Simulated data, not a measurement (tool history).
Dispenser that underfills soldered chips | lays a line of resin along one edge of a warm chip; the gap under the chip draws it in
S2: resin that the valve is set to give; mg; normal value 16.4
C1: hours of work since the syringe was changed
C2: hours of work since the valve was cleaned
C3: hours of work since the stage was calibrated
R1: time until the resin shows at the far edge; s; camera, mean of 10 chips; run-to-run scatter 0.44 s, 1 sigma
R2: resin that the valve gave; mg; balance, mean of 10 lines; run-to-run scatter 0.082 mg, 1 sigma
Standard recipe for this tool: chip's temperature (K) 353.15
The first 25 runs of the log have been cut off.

{"run": 26, "day": 3.842, "chip's temperature (K)": 349.15, "S2": 15.7, "C1": 8, "C2": 10, "C3": 169, "R1": 61.2, "R2": 15.59}
{"day": 3.879, "done": "new syringe of resin"}
{"run": 27, "day": 4.046, "chip's temperature (K)": 360.15, "S2": 16.4, "C1": 3, "C2": 13, "C3": 173, "R1": 25.4, "R2": 16.13}
{"run": 28, "day": 4.254, "chip's temperature (K)": 353.15, "S2": 13.9, "C1": 6, "C2": 17, "C3": 176, "R1": 45.3, "R2": 13.75}
{"day": 4.4, "done": "new syringe of resin"}
{"run": 29, "day": 4.421, "chip's temperature (K)": 345.15, "S2": 14.9, "C1": 0, "C2": 19, "C3": 178, "R1": 49.9, "R2": 14.82}
{"run": 30, "day": 4.579, "chip's temperature (K)": 353.15, "S2": 15.9, "C1": 3, "C2": 22, "C3": 181, "R1": 38.1, "R2": 15.68}
{"run": 31, "day": 4.754, "chip's temperature (K)": 353.15, "S2": 14.6, "C1": 6, "C2": 24, "C3": 184, "R1": 44.3, "R2": 14.38}
{"run": 32, "day": 4.858, "chip's temperature (K)": 358.15, "S2": 14, "C1": 7, "C2": 26, "C3": 185, "R1": 37.7, "R2": 13.7}
{"day": 4.925, "done": "new syringe of resin"}
{"run": 33, "day": 5.046, "chip's temperature (K)": 351.15, "S2": 17.4, "C1": 2, "C2": 29, "C3": 188, "R1": 39.9, "R2": 17.03}

Run 34 has not been measured yet. What should we expect?
{"run": 34, "day": 5.271, "chip's temperature (K)": 359.15, "S2": 18.6, "C1": 6, "C2": 32, "C3": 192, "R1": "?", "R2": "?"}

Run 34 produced R1 31 s, R2 18.04 mg.
Take away the tool's hidden state, keep the run-to-run variation as it was, and the same run would have given R1 22.4 s, R2 18.47 mg.

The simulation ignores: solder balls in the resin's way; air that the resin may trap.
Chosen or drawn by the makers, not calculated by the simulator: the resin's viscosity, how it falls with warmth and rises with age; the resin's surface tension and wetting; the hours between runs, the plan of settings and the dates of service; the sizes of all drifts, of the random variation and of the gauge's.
